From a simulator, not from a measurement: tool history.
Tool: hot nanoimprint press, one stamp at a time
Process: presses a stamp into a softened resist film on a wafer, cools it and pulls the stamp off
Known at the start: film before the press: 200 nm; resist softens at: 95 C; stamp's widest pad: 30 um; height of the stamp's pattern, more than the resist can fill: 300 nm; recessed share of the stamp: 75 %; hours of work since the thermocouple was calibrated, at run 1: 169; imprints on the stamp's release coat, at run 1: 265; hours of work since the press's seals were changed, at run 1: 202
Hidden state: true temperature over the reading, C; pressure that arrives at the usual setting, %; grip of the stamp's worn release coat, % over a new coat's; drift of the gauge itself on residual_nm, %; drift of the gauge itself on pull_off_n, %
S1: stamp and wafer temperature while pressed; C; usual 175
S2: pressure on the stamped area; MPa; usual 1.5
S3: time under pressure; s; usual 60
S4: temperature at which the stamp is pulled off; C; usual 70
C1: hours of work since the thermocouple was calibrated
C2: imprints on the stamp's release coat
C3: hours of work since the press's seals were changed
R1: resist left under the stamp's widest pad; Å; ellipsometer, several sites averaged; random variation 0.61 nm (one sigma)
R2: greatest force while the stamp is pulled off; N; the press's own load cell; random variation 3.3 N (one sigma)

| run | hour | S1 | S2 | S3 | S4 | C1 | C2 | C3 | R1 | R2 |
|---|---|---|---|---|---|---|---|---|---|---|
| 1 | 0 | 175 | 1.5 | 60 | 70 | 169 | 265 | 202 | 771 | 246 |
| 2 | 17.7 | 175 | 1.5 | 60 | 70 | 179 | 303 | 212 | 771 | 241 |
| 3 | 30.6 | 184 | 1.5 | 60 | 70 | 186 | 331 | 219 | 534 | 248 |
| 4 | 45.3 | 175 | 1.5 | 60 | 70 | 194 | 363 | 227 | 764 | 247 |
| 5 | 60.8 | 175 | 1.5 | 60 | 70 | 203 | 396 | 236 | 784 | 244 |
| 6 | 78 | 175 | 0.98 | 60 | 70 | 213 | 434 | 245 | 958 | 249 |
| 7 | 92.8 | 175 | 0.98 | 88 | 70 | 221 | 466 | 254 | 838 | 254 |
| 8 | 101.1 | 175 | 1.5 | 60 | 70 | 225 | 484 | 258 | 767 | 251 |
| 9 | 114.2 | 175 | 1.5 | 60 | 70 | 233 | 512 | 266 | 786 | 250 |
| 10 | 126.7 | 175 | 1.5 | 60 | 70 | 240 | 539 | 273 | 780 | 250 |
| 11 | 134.4 | 175 | 1.12 | 60 | 70 | 244 | 556 | 277 | 907 | 255 |
| 12 | 143.1 | 177 | 1.12 | 60 | 70 | 249 | 575 | 282 | 837 | 255 |
| 13 | 159.5 | 175 | 1.5 | 35 | 70 | 258 | 610 | 291 | 950 | 261 |
| 14 | 168.4 | 175 | 1.5 | 35 | 70 | 263 | 629 | 296 | 952 | 253 |
| 15 | 176.8 | 175 | 1.5 | 60 | 70 | 267 | 647 | 300 | 797 | 260 |
| 16 | 192.8 | 163 | 1.61 | 81 | 74 | 276 | 682 | 309 | 1157 | 249 |
| 17 | 206.4 | 163 | 1.61 | 81 | 74 | 284 | 712 | 317 | 1178 | 253 |
| 18 | 223.3 | 174 | 1.12 | 60 | 70 | 293 | 748 | 326 | 961 | 259 |
| 19 | 236.4 | 182 | 0.92 | 60 | 75 | 301 | 776 | 333 | 765 | 255 |
| 20 | 254 | 175 | 0.95 | 60 | 60 | 310 | 815 | 343 | 981 | 287 |
| 21 | 267.9 | 173 | 1.5 | 45 | 70 | 318 | 845 | 351 | 947 | 263 |
| 22 | 275.7 | 173 | 1.5 | 45 | 70 | 322 | 861 | 355 | 971 | 262 |
| 23 | 283.7 | 164 | 0.91 | 45 | 64 | 327 | 879 | 360 | 1571 | 278 |
| 24 | 299 | 164 | 0.91 | 45 | 64 | 335 | 912 | 368 | 1575 | 276 |
| 25 | 315.3 | 164 | 0.91 | 45 | 64 | 344 | 947 | 377 | 1569 | 279 |
|  | 322.1 | plate thermocouple calibrated |
| 26 | 335.3 | 175 | 1.06 | 119 | 70 | 7 | 984 | 387 | 702 | 272 |
| 27 | 343.3 | 174 | 1.16 | 53 | 75 | 12 | 1001 | 391 | 944 | 256 |
|  | 360.4 | stamp cleaned and given a new release coat |
| 28 | 365.4 | 167 | 2.05 | 70 | 62 | 21 | 11 | 400 | 892 | 246 |
| 29 | 374.5 | 175 | 1.6 | 60 | 74 | 26 | 31 | 405 | 744 | 230 |

Some steps in R1 between neighbouring runs. How much of each would the tool show without its hidden state too (settings, what came in, random variation), and how much is left for the hidden state, with any gauge scatter that isn't in both results?
Run 15 -> 16: S1 175 -> 163, S2 1.5 -> 1.61, S3 60 -> 81, S4 70 -> 74. R1 +360 Å: hidden state +17, all else +343.
Run 22 -> 23: S1 173 -> 164, S2 1.5 -> 0.91, S4 70 -> 64. R1 +600 Å: hidden state -4, all else +604.
Run 25 -> 26: S1 164 -> 175, S2 0.91 -> 1.06, S3 45 -> 119, S4 64 -> 70, plate thermocouple calibrated. R1 -867 Å: hidden state -40, all else -827.
